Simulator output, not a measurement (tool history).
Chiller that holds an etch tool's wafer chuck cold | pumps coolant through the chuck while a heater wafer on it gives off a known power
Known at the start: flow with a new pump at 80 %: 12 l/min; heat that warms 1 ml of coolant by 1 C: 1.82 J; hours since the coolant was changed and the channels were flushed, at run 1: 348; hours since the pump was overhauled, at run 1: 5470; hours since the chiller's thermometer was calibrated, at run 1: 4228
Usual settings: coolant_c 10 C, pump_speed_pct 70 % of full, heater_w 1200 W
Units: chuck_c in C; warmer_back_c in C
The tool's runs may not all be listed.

run	day	coolant_c	pump_speed_pct	heater_w	hours since the coolant was changed and the channels were flushed	hours since the pump was overhauled	hours since the chiller's thermometer was calibrated	chuck_c	warmer_back_c
1	0.000	10	70	1200	348	5470	4228	21.7	4.12
2	5.017	10	70	1200	468	5590	4349	21.7	4.05
3	12.375	10	70	1200	645	5767	4525	22.1	4.09
4	18.450	10	71	1200	790	5913	4671	21.9	4.08
5	23.075	10	71	1200	901	6024	4782	22.1	4.08
6	26.900	10	99	1200	993	6116	4874	19.6	2.95
# day 28.792: chiller's thermometer calibrated
7	33.375	10	70	1033	1148	6270	110	20.7	3.51
8	37.212	10	70	1200	1240	6362	202	22.3	4.17
9	42.204	10	70	1200	1359	6482	322	22.5	4.10
10	47.921	10	70	1200	1497	6619	459	22.5	4.18
11	51.617	10	70	1200	1585	6708	548	22.6	4.16
12	56.112	10	70	1200	1693	6816	656	22.5	4.16
13	59.942	10	73	1200	1785	6908	748	22.3	3.98
14	64.679	16	62	1091	1899	7021	861	28.4	4.31
# day 70.754: chiller's thermometer calibrated, once more
15	73.325	16	62	1091	2105	7228	62	27.8	4.29
16	78.496	13	73	1453	2229	7352	186	27.2	4.88
17	85.708	13	64	1453	2403	7525	359	28.6	5.63

Run 18 comes next. What will it give?
18	92.754	13	64	1453	2572	7694	528	?	?

Run 18 gave chuck_c 28.7 C, warmer_back_c 5.67 C.
Without the tool's hidden state the same run would have given chuck_c 26.7 C, warmer_back_c 5.02 C.

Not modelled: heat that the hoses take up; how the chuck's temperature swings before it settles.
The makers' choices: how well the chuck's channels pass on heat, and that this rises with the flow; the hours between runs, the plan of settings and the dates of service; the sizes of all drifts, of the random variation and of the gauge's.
